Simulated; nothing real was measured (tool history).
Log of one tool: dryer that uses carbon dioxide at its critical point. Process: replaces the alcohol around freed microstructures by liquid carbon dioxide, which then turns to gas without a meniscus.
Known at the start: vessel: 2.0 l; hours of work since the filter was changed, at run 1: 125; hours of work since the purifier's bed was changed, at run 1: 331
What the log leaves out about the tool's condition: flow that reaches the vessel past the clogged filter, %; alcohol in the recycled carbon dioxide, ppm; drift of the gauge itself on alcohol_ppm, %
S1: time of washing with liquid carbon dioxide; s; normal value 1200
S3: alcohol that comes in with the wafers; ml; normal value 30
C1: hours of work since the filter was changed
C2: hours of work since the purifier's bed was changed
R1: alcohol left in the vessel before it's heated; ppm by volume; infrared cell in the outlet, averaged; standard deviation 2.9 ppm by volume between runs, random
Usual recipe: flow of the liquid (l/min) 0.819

{"run": 1, "day": 0.0, "S1": 1200, "flow of the liquid (l/min)": 0.819, "S3": 30, "C1": 125, "C2": 331, "R1": 95}
{"run": 2, "day": 0.471, "S1": 1560, "flow of the liquid (l/min)": 0.819, "S3": 30, "C1": 133, "C2": 339, "R1": 35}
{"run": 3, "day": 0.921, "S1": 1200, "flow of the liquid (l/min)": 0.819, "S3": 30, "C1": 140, "C2": 346, "R1": 89}
{"run": 4, "day": 1.571, "S1": 1200, "flow of the liquid (l/min)": 0.819, "S3": 30, "C1": 151, "C2": 357, "R1": 94}
{"run": 5, "day": 2.133, "S1": 1200, "flow of the liquid (l/min)": 0.819, "S3": 30, "C1": 160, "C2": 366, "R1": 91}
{"run": 6, "day": 2.854, "S1": 1200, "flow of the liquid (l/min)": 1.106, "S3": 30, "C1": 172, "C2": 378, "R1": 36}
{"run": 7, "day": 3.362, "S1": 1200, "flow of the liquid (l/min)": 0.819, "S3": 87, "C1": 181, "C2": 386, "R1": 233}
{"run": 8, "day": 3.754, "S1": 1200, "flow of the liquid (l/min)": 0.819, "S3": 87, "C1": 187, "C2": 393, "R1": 231}
{"run": 9, "day": 4.212, "S1": 1200, "flow of the liquid (l/min)": 0.573, "S3": 87, "C1": 195, "C2": 400, "R1": 981}
{"run": 10, "day": 4.538, "S1": 1200, "flow of the liquid (l/min)": 0.573, "S3": 87, "C1": 200, "C2": 406, "R1": 1002}
{"run": 11, "day": 5.242, "S1": 1200, "flow of the liquid (l/min)": 0.573, "S3": 87, "C1": 212, "C2": 417, "R1": 1023}
{"run": 12, "day": 5.608, "S1": 1200, "flow of the liquid (l/min)": 0.819, "S3": 30, "C1": 218, "C2": 423, "R1": 104}
{"run": 13, "day": 5.958, "S1": 1200, "flow of the liquid (l/min)": 0.819, "S3": 30, "C1": 223, "C2": 429, "R1": 100}
{"run": 14, "day": 6.7, "S1": 1200, "flow of the liquid (l/min)": 0.819, "S3": 30, "C1": 236, "C2": 441, "R1": 113}
{"run": 15, "day": 7.258, "S1": 1200, "flow of the liquid (l/min)": 0.819, "S3": 57, "C1": 245, "C2": 450, "R1": 170}
{"day": 7.908, "done": "inlet filter changed"}
{"run": 16, "day": 7.942, "S1": 1200, "flow of the liquid (l/min)": 0.819, "S3": 57, "C1": 1, "C2": 461, "R1": 121}
{"run": 17, "day": 8.717, "S1": 1200, "flow of the liquid (l/min)": 1.244, "S3": 30, "C1": 13, "C2": 474, "R1": 36}
{"run": 18, "day": 9.362, "S1": 1200, "flow of the liquid (l/min)": 1.244, "S3": 30, "C1": 24, "C2": 484, "R1": 36}
{"run": 19, "day": 10.042, "S1": 1320, "flow of the liquid (l/min)": 1.244, "S3": 30, "C1": 35, "C2": 496, "R1": 34}
{"run": 20, "day": 10.45, "S1": 1320, "flow of the liquid (l/min)": 1.244, "S3": 30, "C1": 42, "C2": 502, "R1": 39}
{"run": 21, "day": 10.925, "S1": 1320, "flow of the liquid (l/min)": 1.244, "S3": 30, "C1": 50, "C2": 510, "R1": 36}
{"run": 22, "day": 11.438, "S1": 1320, "flow of the liquid (l/min)": 1.244, "S3": 30, "C1": 58, "C2": 518, "R1": 36}
{"run": 23, "day": 12.033, "S1": 1320, "flow of the liquid (l/min)": 1.244, "S3": 30, "C1": 68, "C2": 528, "R1": 34}
{"run": 24, "day": 12.408, "S1": 1020, "flow of the liquid (l/min)": 0.845, "S3": 64, "C1": 74, "C2": 534, "R1": 268}
{"run": 25, "day": 12.817, "S1": 1020, "flow of the liquid (l/min)": 0.617, "S3": 28, "C1": 81, "C2": 541, "R1": 403}
{"run": 26, "day": 13.258, "S1": 1200, "flow of the liquid (l/min)": 0.713, "S3": 26, "C1": 88, "C2": 548, "R1": 134}
{"run": 27, "day": 13.929, "S1": 1200, "flow of the liquid (l/min)": 0.713, "S3": 26, "C1": 99, "C2": 560, "R1": 140}
{"run": 28, "day": 14.325, "S1": 1200, "flow of the liquid (l/min)": 0.713, "S3": 26, "C1": 106, "C2": 566, "R1": 136}
{"day": 14.862, "done": "purifier's bed changed"}
{"run": 29, "day": 14.946, "S1": 1200, "flow of the liquid (l/min)": 0.713, "S3": 31, "C1": 114, "C2": 1, "R1": 127}
{"run": 30, "day": 15.712, "S1": 1260, "flow of the liquid (l/min)": 0.631, "S3": 31, "C1": 126, "C2": 14, "R1": 176}
{"run": 31, "day": 16.083, "S1": 1560, "flow of the liquid (l/min)": 0.819, "S3": 56, "C1": 133, "C2": 20, "R1": 26}
{"run": 32, "day": 16.721, "S1": 1560, "flow of the liquid (l/min)": 0.625, "S3": 26, "C1": 143, "C2": 31, "R1": 58}
{"run": 33, "day": 17.433, "S1": 1560, "flow of the liquid (l/min)": 0.625, "S3": 26, "C1": 155, "C2": 42, "R1": 62}
{"run": 34, "day": 17.896, "S1": 720, "flow of the liquid (l/min)": 1.135, "S3": 26, "C1": 162, "C2": 50, "R1": 153}
{"run": 35, "day": 18.667, "S1": 1140, "flow of the liquid (l/min)": 1.293, "S3": 110, "C1": 175, "C2": 63, "R1": 30}
{"run": 36, "day": 19.375, "S1": 840, "flow of the liquid (l/min)": 1.0, "S3": 47, "C1": 187, "C2": 74, "R1": 249}
{"run": 37, "day": 19.704, "S1": 1200, "flow of the liquid (l/min)": 0.819, "S3": 54, "C1": 192, "C2": 80, "R1": 126}
{"run": 38, "day": 20.121, "S1": 1200, "flow of the liquid (l/min)": 0.819, "S3": 54, "C1": 199, "C2": 87, "R1": 137}
{"run": 39, "day": 20.804, "S1": 1200, "flow of the liquid (l/min)": 0.819, "S3": 54, "C1": 210, "C2": 98, "R1": 134}
{"run": 40, "day": 21.162, "S1": 1200, "flow of the liquid (l/min)": 0.819, "S3": 54, "C1": 216, "C2": 104, "R1": 140}
{"run": 41, "day": 21.921, "S1": 1200, "flow of the liquid (l/min)": 0.819, "S3": 54, "C1": 229, "C2": 116, "R1": 142}
{"run": 42, "day": 22.567, "S1": 1500, "flow of the liquid (l/min)": 0.721, "S3": 31, "C1": 239, "C2": 127, "R1": 48}
{"run": 43, "day": 23.338, "S1": 1500, "flow of the liquid (l/min)": 0.721, "S3": 31, "C1": 252, "C2": 139, "R1": 55}
{"day": 23.546, "done": "inlet filter changed"}
{"run": 44, "day": 23.779, "S1": 900, "flow of the liquid (l/min)": 0.721, "S3": 31, "C1": 4, "C2": 146, "R1": 350}

Per-run results on a tool with no hidden state, each run keeping its own random variation:
run=1 R1=59
run=2 R1=11
run=3 R1=51
run=4 R1=54
run=5 R1=49
run=6 R1=9
run=7 R1=146
run=8 R1=141
run=9 R1=717
run=10 R1=726
run=11 R1=733
run=12 R1=52
run=13 R1=48
run=14 R1=58
run=15 R1=85
run=16 R1=92
run=17 R1=9
run=18 R1=7
run=19 R1=4
run=20 R1=10
run=21 R1=7
run=22 R1=5
run=23 R1=3
run=24 R1=207
run=25 R1=335
run=26 R1=88
run=27 R1=92
run=28 R1=86
run=29 R1=105
run=30 R1=144
run=31 R1=18
run=32 R1=44
run=33 R1=45
run=34 R1=116
run=35 R1=19
run=36 R1=184
run=37 R1=85
run=38 R1=93
run=39 R1=87
run=40 R1=93
run=41 R1=90
run=42 R1=23
run=43 R1=30
run=44 R1=340
